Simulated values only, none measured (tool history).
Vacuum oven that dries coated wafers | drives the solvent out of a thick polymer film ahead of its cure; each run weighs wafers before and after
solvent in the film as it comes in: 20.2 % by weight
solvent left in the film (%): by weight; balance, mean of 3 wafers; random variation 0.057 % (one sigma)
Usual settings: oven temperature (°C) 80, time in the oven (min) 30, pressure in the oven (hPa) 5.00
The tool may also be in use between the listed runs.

{"run": 1, "hour": 0.0, "oven temperature (°C)": 80, "time in the oven (min)": 30, "pressure in the oven (hPa)": 5.0, "solvent left in the film (%)": 2.41}
{"run": 2, "hour": 28.3, "oven temperature (°C)": 92, "time in the oven (min)": 30, "pressure in the oven (hPa)": 5.0, "solvent left in the film (%)": 0.42}
{"run": 3, "hour": 52.9, "oven temperature (°C)": 92, "time in the oven (min)": 30, "pressure in the oven (hPa)": 5.0, "solvent left in the film (%)": 0.47}
{"run": 4, "hour": 71.5, "oven temperature (°C)": 92, "time in the oven (min)": 30, "pressure in the oven (hPa)": 5.0, "solvent left in the film (%)": 0.48}
{"run": 5, "hour": 89.5, "oven temperature (°C)": 80, "time in the oven (min)": 26, "pressure in the oven (hPa)": 5.0, "solvent left in the film (%)": 2.98}
{"run": 6, "hour": 113.2, "oven temperature (°C)": 80, "time in the oven (min)": 26, "pressure in the oven (hPa)": 5.0, "solvent left in the film (%)": 3.08}
{"run": 7, "hour": 131.6, "oven temperature (°C)": 80, "time in the oven (min)": 30, "pressure in the oven (hPa)": 5.0, "solvent left in the film (%)": 2.5}
{"run": 8, "hour": 144.4, "oven temperature (°C)": 80, "time in the oven (min)": 30, "pressure in the oven (hPa)": 5.0, "solvent left in the film (%)": 2.4}
{"run": 9, "hour": 175.0, "oven temperature (°C)": 80, "time in the oven (min)": 37, "pressure in the oven (hPa)": 5.0, "solvent left in the film (%)": 1.52}
{"run": 10, "hour": 198.7, "oven temperature (°C)": 83, "time in the oven (min)": 37, "pressure in the oven (hPa)": 5.0, "solvent left in the film (%)": 1.01}
{"run": 11, "hour": 213.5, "oven temperature (°C)": 80, "time in the oven (min)": 30, "pressure in the oven (hPa)": 5.0, "solvent left in the film (%)": 2.38}
{"run": 12, "hour": 228.3, "oven temperature (°C)": 80, "time in the oven (min)": 18, "pressure in the oven (hPa)": 5.0, "solvent left in the film (%)": 4.92}
{"run": 13, "hour": 257.8, "oven temperature (°C)": 80, "time in the oven (min)": 18, "pressure in the oven (hPa)": 5.0, "solvent left in the film (%)": 4.92}
{"run": 14, "hour": 274.7, "oven temperature (°C)": 80, "time in the oven (min)": 18, "pressure in the oven (hPa)": 5.0, "solvent left in the film (%)": 4.92}
{"run": 15, "hour": 291.6, "oven temperature (°C)": 80, "time in the oven (min)": 18, "pressure in the oven (hPa)": 5.0, "solvent left in the film (%)": 4.96}
{"run": 16, "hour": 314.1, "oven temperature (°C)": 80, "time in the oven (min)": 18, "pressure in the oven (hPa)": 5.0, "solvent left in the film (%)": 5.0}
{"run": 17, "hour": 336.9, "oven temperature (°C)": 80, "time in the oven (min)": 18, "pressure in the oven (hPa)": 5.0, "solvent left in the film (%)": 4.93}
{"run": 18, "hour": 361.7, "oven temperature (°C)": 80, "time in the oven (min)": 53, "pressure in the oven (hPa)": 5.0, "solvent left in the film (%)": 0.79}
{"run": 19, "hour": 386.2, "oven temperature (°C)": 80, "time in the oven (min)": 53, "pressure in the oven (hPa)": 5.0, "solvent left in the film (%)": 0.73}
{"run": 20, "hour": 409.2, "oven temperature (°C)": 80, "time in the oven (min)": 30, "pressure in the oven (hPa)": 5.0, "solvent left in the film (%)": 2.47}
{"run": 21, "hour": 435.1, "oven temperature (°C)": 80, "time in the oven (min)": 30, "pressure in the oven (hPa)": 5.0, "solvent left in the film (%)": 2.31}
{"run": 22, "hour": 458.8, "oven temperature (°C)": 91, "time in the oven (min)": 30, "pressure in the oven (hPa)": 5.0, "solvent left in the film (%)": 0.5}
{"run": 23, "hour": 479.3, "oven temperature (°C)": 80, "time in the oven (min)": 30, "pressure in the oven (hPa)": 6.59, "solvent left in the film (%)": 2.49}
{"run": 24, "hour": 491.8, "oven temperature (°C)": 80, "time in the oven (min)": 30, "pressure in the oven (hPa)": 6.59, "solvent left in the film (%)": 2.49}
{"run": 25, "hour": 518.6, "oven temperature (°C)": 80, "time in the oven (min)": 30, "pressure in the oven (hPa)": 14.45, "solvent left in the film (%)": 2.93}
{"run": 26, "hour": 538.4, "oven temperature (°C)": 67, "time in the oven (min)": 30, "pressure in the oven (hPa)": 14.45, "solvent left in the film (%)": 7.82}
{"run": 27, "hour": 567.1, "oven temperature (°C)": 68, "time in the oven (min)": 47, "pressure in the oven (hPa)": 9.92, "solvent left in the film (%)": 4.77}
{"run": 28, "hour": 595.4, "oven temperature (°C)": 68, "time in the oven (min)": 47, "pressure in the oven (hPa)": 9.92, "solvent left in the film (%)": 4.72}
{"run": 29, "hour": 622.2, "oven temperature (°C)": 83, "time in the oven (min)": 22, "pressure in the oven (hPa)": 5.0, "solvent left in the film (%)": 2.76}
{"run": 30, "hour": 651.5, "oven temperature (°C)": 83, "time in the oven (min)": 22, "pressure in the oven (hPa)": 5.0, "solvent left in the film (%)": 2.84}
{"run": 31, "hour": 668.4, "oven temperature (°C)": 91, "time in the oven (min)": 21, "pressure in the oven (hPa)": 4.09, "solvent left in the film (%)": 1.03}
{"run": 32, "hour": 687.4, "oven temperature (°C)": 82, "time in the oven (min)": 39, "pressure in the oven (hPa)": 7.65, "solvent left in the film (%)": 1.13}
{"run": 33, "hour": 701.1, "oven temperature (°C)": 69, "time in the oven (min)": 39, "pressure in the oven (hPa)": 7.65, "solvent left in the film (%)": 5.0}
{"run": 34, "hour": 724.5, "oven temperature (°C)": 69, "time in the oven (min)": 39, "pressure in the oven (hPa)": 7.65, "solvent left in the film (%)": 5.03}
{"run": 35, "hour": 752.6, "oven temperature (°C)": 69, "time in the oven (min)": 39, "pressure in the oven (hPa)": 7.65, "solvent left in the film (%)": 5.16}
{"run": 36, "hour": 780.1, "oven temperature (°C)": 82, "time in the oven (min)": 39, "pressure in the oven (hPa)": 3.45, "solvent left in the film (%)": 0.96}
{"run": 37, "hour": 798.1, "oven temperature (°C)": 89, "time in the oven (min)": 21, "pressure in the oven (hPa)": 12.24, "solvent left in the film (%)": 1.8}
{"run": 38, "hour": 817.9, "oven temperature (°C)": 81, "time in the oven (min)": 30, "pressure in the oven (hPa)": 5.0, "solvent left in the film (%)": 2.08}
{"run": 39, "hour": 846.1, "oven temperature (°C)": 80, "time in the oven (min)": 30, "pressure in the oven (hPa)": 3.79, "solvent left in the film (%)": 2.21}
{"run": 40, "hour": 872.2, "oven temperature (°C)": 73, "time in the oven (min)": 19, "pressure in the oven (hPa)": 5.0, "solvent left in the film (%)": 7.29}
{"run": 41, "hour": 903.1, "oven temperature (°C)": 88, "time in the oven (min)": 19, "pressure in the oven (hPa)": 5.0, "solvent left in the film (%)": 2.0}
{"run": 42, "hour": 931.1, "oven temperature (°C)": 88, "time in the oven (min)": 19, "pressure in the oven (hPa)": 5.0, "solvent left in the film (%)": 1.95}
{"run": 43, "hour": 949.2, "oven temperature (°C)": 84, "time in the oven (min)": 18, "pressure in the oven (hPa)": 5.0, "solvent left in the film (%)": 3.45}
{"run": 44, "hour": 969.0, "oven temperature (°C)": 68, "time in the oven (min)": 17, "pressure in the oven (hPa)": 8.22, "solvent left in the film (%)": 9.96}
{"run": 45, "hour": 997.6, "oven temperature (°C)": 72, "time in the oven (min)": 19, "pressure in the oven (hPa)": 5.24, "solvent left in the film (%)": 7.65}
{"run": 46, "hour": 1022.7, "oven temperature (°C)": 72, "time in the oven (min)": 26, "pressure in the oven (hPa)": 5.0, "solvent left in the film (%)": 6.0}
{"run": 47, "hour": 1044.6, "oven temperature (°C)": 80, "time in the oven (min)": 30, "pressure in the oven (hPa)": 10.98, "solvent left in the film (%)": 2.65}

Forecast each of these 3 alternatives for the next run:
{"run": "A", "hour": 1066.8, "oven temperature (°C)": 68, "time in the oven (min)": 54, "pressure in the oven (hPa)": 10.98, "solvent left in the film (%)": "?"}
{"run": "B", "hour": 1066.8, "oven temperature (°C)": 74, "time in the oven (min)": 17, "pressure in the oven (hPa)": 10.98, "solvent left in the film (%)": "?"}
{"run": "C", "hour": 1066.8, "oven temperature (°C)": 82, "time in the oven (min)": 42, "pressure in the oven (hPa)": 3.39, "solvent left in the film (%)": "?"}

run=A solvent_left_in_the_film_(%)=4.04
run=B solvent_left_in_the_film_(%)=7.70
run=C solvent_left_in_the_film_(%)=0.93
Without the tool's hidden state the same runs would have given:
run=A solvent_left_in_the_film_(%)=4.50
run=B solvent_left_in_the_film_(%)=8.28
run=C solvent_left_in_the_film_(%)=1.03
